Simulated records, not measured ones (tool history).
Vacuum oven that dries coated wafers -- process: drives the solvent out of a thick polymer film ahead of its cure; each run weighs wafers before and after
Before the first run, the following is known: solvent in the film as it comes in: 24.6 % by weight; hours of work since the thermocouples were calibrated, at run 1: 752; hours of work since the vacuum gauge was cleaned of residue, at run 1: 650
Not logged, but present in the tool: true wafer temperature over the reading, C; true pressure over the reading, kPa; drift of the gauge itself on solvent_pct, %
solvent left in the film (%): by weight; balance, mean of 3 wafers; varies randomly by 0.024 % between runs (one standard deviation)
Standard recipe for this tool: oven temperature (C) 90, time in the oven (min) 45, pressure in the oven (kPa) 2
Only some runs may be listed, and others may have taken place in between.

| run | day | oven temperature (C) | time in the oven (min) | pressure in the oven (kPa) | hours of work since the thermocouples were calibrated | hours of work since the vacuum gauge was cleaned of residue | solvent left in the film (%) |
|---|---|---|---|---|---|---|---|
| 1 | 0 | 90 | 45 | 2 | 752 | 650 | 2.53 |
| 2 | 4.292 | 90 | 45 | 2 | 822 | 720 | 2.63 |
| 3 | 8.375 | 84 | 45 | 2 | 888 | 786 | 4.1 |
| 4 | 11.304 | 84 | 45 | 2 | 936 | 834 | 4.1 |
| 5 | 14.696 | 84 | 45 | 2 | 991 | 889 | 4.11 |
| 6 | 18.783 | 101 | 45 | 2 | 1058 | 955 | 1.02 |
| 7 | 21.679 | 101 | 45 | 2 | 1105 | 1002 | 1.03 |
| 8 | 23.871 | 90 | 74 | 2 | 1140 | 1038 | 1.42 |
| 9 | 28.167 | 90 | 45 | 2 | 1210 | 1108 | 2.55 |
|  | 29.554 | vacuum gauge cleaned of residue and calibrated |
| 10 | 32.233 | 90 | 52 | 2 | 1275 | 44 | 2.11 |
| 11 | 35.612 | 90 | 52 | 2 | 1330 | 99 | 2.06 |
| 12 | 37.729 | 90 | 52 | 2 | 1365 | 133 | 2.08 |
| 13 | 40.562 | 90 | 31 | 2 | 1411 | 179 | 4.33 |
| 14 | 44.867 | 101 | 33 | 5.99 | 1481 | 249 | 3.08 |
| 15 | 46.979 | 101 | 33 | 5.99 | 1515 | 283 | 3.03 |
| 16 | 50.979 | 81 | 33 | 2 | 1580 | 349 | 6.99 |
|  | 53.275 | oven's thermocouples calibrated |
| 17 | 55.267 | 97 | 53 | 2 | 32 | 417 | 1.16 |
| 18 | 58.046 | 102 | 43 | 2 | 78 | 462 | 1.02 |
| 19 | 60.742 | 92 | 68 | 4.5 | 121 | 506 | 2.55 |
| 20 | 63.779 | 77 | 30 | 4.64 | 171 | 555 | 10.82 |
| 21 | 67.55 | 90 | 34 | 1.4 | 232 | 617 | 3.53 |
| 22 | 69.946 | 91 | 38 | 2.21 | 271 | 656 | 3.11 |
| 23 | 72.325 | 90 | 45 | 5.06 | 310 | 694 | 4.15 |
| 24 | 75.929 | 81 | 71 | 2 | 368 | 753 | 2.84 |

Below are 4 alternative next runs, each starting from the tool's condition after run 24. Predict each:
| A | 79.425 | 87 | 27 | 5.76 | 425 | 810 | ? |
| B | 79.425 | 81 | 65 | 2 | 425 | 810 | ? |
| C | 79.425 | 92 | 71 | 7.94 | 425 | 810 | ? |
| D | 79.425 | 90 | 45 | 2.7 | 425 | 810 | ? |

| run | solvent left in the film (%) |
|---|---|
| A | 8.08 |
| B | 3.21 |
| C | 4.3 |
| D | 2.96 |
Without the tool's hidden state the same runs would have given:
| run | solvent left in the film (%) |
|---|---|
| A | 8.08 |
| B | 3.21 |
| C | 4.3 |
| D | 2.96 |
